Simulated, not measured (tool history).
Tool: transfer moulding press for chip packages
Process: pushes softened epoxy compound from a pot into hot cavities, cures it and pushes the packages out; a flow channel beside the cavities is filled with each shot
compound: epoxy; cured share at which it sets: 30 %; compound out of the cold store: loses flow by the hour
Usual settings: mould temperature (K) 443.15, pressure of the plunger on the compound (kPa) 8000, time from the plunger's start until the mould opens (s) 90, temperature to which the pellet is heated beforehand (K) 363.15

| run | hour | mould temperature (K) | pressure of the plunger on the compound (kPa) | time from the plunger's start until the mould opens (s) | temperature to which the pellet is heated beforehand (K) | incoming compound's hours out of the cold store | length that the compound runs in the flow channel (mm) | greatest force on the pins that push the packages out (N) |
|---|---|---|---|---|---|---|---|---|
| 1 | 0.0 | 443.15 | 8000 | 90 | 363.15 | 27.3 | 665 | 766 |
|  | 34.9 | cavities cleaned with cleaning compound and waxed |
| 2 | 48.7 | 443.15 | 8000 | 90 | 365.15 | 42.2 | 603 | 639 |
| 3 | 78.3 | 443.15 | 8000 | 90 | 365.15 | 20.4 | 665 | 729 |
|  | 108.7 | plunger's sealing rings changed |
|  | 128.8 | cavities cleaned with cleaning compound and waxed |
| 4 | 128.8 | 443.15 | 8000 | 90 | 363.15 | 16.6 | 742 | 629 |
| 5 | 157.4 | 443.15 | 8000 | 90 | 363.15 | 28.9 | 693 | 704 |
| 6 | 189.5 | 449.15 | 8000 | 90 | 363.15 | 32.2 | 669 | 613 |
|  | 223.2 | cavities cleaned with cleaning compound and waxed |
| 7 | 231.2 | 443.15 | 8000 | 90 | 363.15 | 31.4 | 678 | 603 |
| 8 | 257.2 | 443.15 | 8000 | 90 | 372.15 | 39.8 | 642 | 681 |
|  | 295.7 | mould's thermocouples calibrated |
| 9 | 309.9 | 443.15 | 8000 | 90 | 372.15 | 46.3 | 617 | 796 |
|  | 316.2 | cavities cleaned with cleaning compound and waxed |
| 10 | 364.8 | 443.15 | 8000 | 90 | 372.15 | 8.8 | 747 | 785 |
|  | 407.3 | cavities cleaned with cleaning compound and waxed |
| 11 | 413.7 | 443.15 | 8000 | 90 | 372.15 | 37.1 | 627 | 594 |
| 12 | 436.9 | 443.15 | 8000 | 90 | 363.15 | 38.7 | 627 | 687 |
| 13 | 471.0 | 443.15 | 8000 | 90 | 355.15 | 15.8 | 708 | 784 |
|  | 498.6 | cavities cleaned with cleaning compound and waxed |
| 14 | 515.7 | 443.15 | 8000 | 90 | 363.15 | 10.1 | 714 | 698 |
|  | 526.2 | plunger's sealing rings changed |
| 15 | 550.1 | 443.15 | 9180 | 76 | 363.15 | 45.4 | 677 | 958 |
|  | 594.9 | cavities cleaned with cleaning compound and waxed |
| 16 | 598.7 | 443.15 | 9180 | 76 | 363.15 | 18.7 | 785 | 879 |
| 17 | 652.7 | 449.15 | 8000 | 115 | 356.15 | 42.5 | 630 | 579 |
| 18 | 675.1 | 449.15 | 8000 | 115 | 356.15 | 8.3 | 760 | 647 |
|  | 687.1 | cavities cleaned with cleaning compound and waxed |
| 19 | 703.1 | 446.15 | 8000 | 90 | 363.15 | 25.5 | 675 | 598 |
| 20 | 738.9 | 446.15 | 8000 | 90 | 363.15 | 39.7 | 622 | 674 |
| 21 | 767.9 | 446.15 | 8000 | 90 | 363.15 | 38.2 | 629 | 695 |
|  | 778.6 | cavities cleaned with cleaning compound and waxed |
| 22 | 797.3 | 443.15 | 8000 | 90 | 356.15 | 18.3 | 711 | 709 |
| 23 | 831.8 | 442.15 | 6510 | 106 | 369.15 | 42.6 | 550 | 657 |
| 24 | 858.6 | 442.15 | 6240 | 106 | 369.15 | 22.6 | 604 | 717 |
|  | 871.7 | cavities cleaned with cleaning compound and waxed |
| 25 | 910.6 | 435.15 | 8290 | 114 | 354.15 | 39.7 | 643 | 742 |
|  | 942.6 | plunger's sealing rings changed |
| 26 | 955.3 | 435.15 | 8290 | 114 | 371.15 | 31.8 | 719 | 810 |
|  | 968.2 | cavities cleaned with cleaning compound and waxed |
|  | 974.3 | mould's thermocouples calibrated |
| 27 | 989.2 | 442.15 | 8290 | 70 | 366.15 | 16.5 | 762 | 1246 |
| 28 | 1018.0 | 446.15 | 8290 | 80 | 366.15 | 13.5 | 760 | 827 |

Some steps in length that the compound runs in the flow channel (mm) between neighbouring runs. How much of each would the tool show without its hidden state too (settings, what came in, random variation), and how much is left for the hidden state, with any gauge scatter that isn't in both results?
The hidden state here: true mould temperature over the reading, C; pressure that reaches the compound, % of what is set; grip of the stained cavities, % over clean ones'; drift of the gauge itself on flow_mm, %; drift of the gauge itself on push_out_n, %.
Run 3 -> 4: temperature to which the pellet is heated beforehand (K) 365.15 -> 363.15, plunger's sealing rings changed, cavities cleaned with cleaning compound and waxed. length that the compound runs in the flow channel (mm) +77: hidden state +57, all else +20.
Run 14 -> 15: pressure of the plunger on the compound (kPa) 8000 -> 9180, time from the plunger's start until the mould opens (s) 90 -> 76, plunger's sealing rings changed. length that the compound runs in the flow channel (mm) -37: hidden state +61, all else -98.
Run 16 -> 17: mould temperature (K) 443.15 -> 449.15, pressure of the plunger on the compound (kPa) 9180 -> 8000, time from the plunger's start until the mould opens (s) 76 -> 115, temperature to which the pellet is heated beforehand (K) 363.15 -> 356.15. length that the compound runs in the flow channel (mm) -155: hidden state -4, all else -151.
Run 22 -> 23: mould temperature (K) 443.15 -> 442.15, pressure of the plunger on the compound (kPa) 8000 -> 6510, time from the plunger's start until the mould opens (s) 90 -> 106, temperature to which the pellet is heated beforehand (K) 356.15 -> 369.15. length that the compound runs in the flow channel (mm) -161: hidden state +4, all else -165.
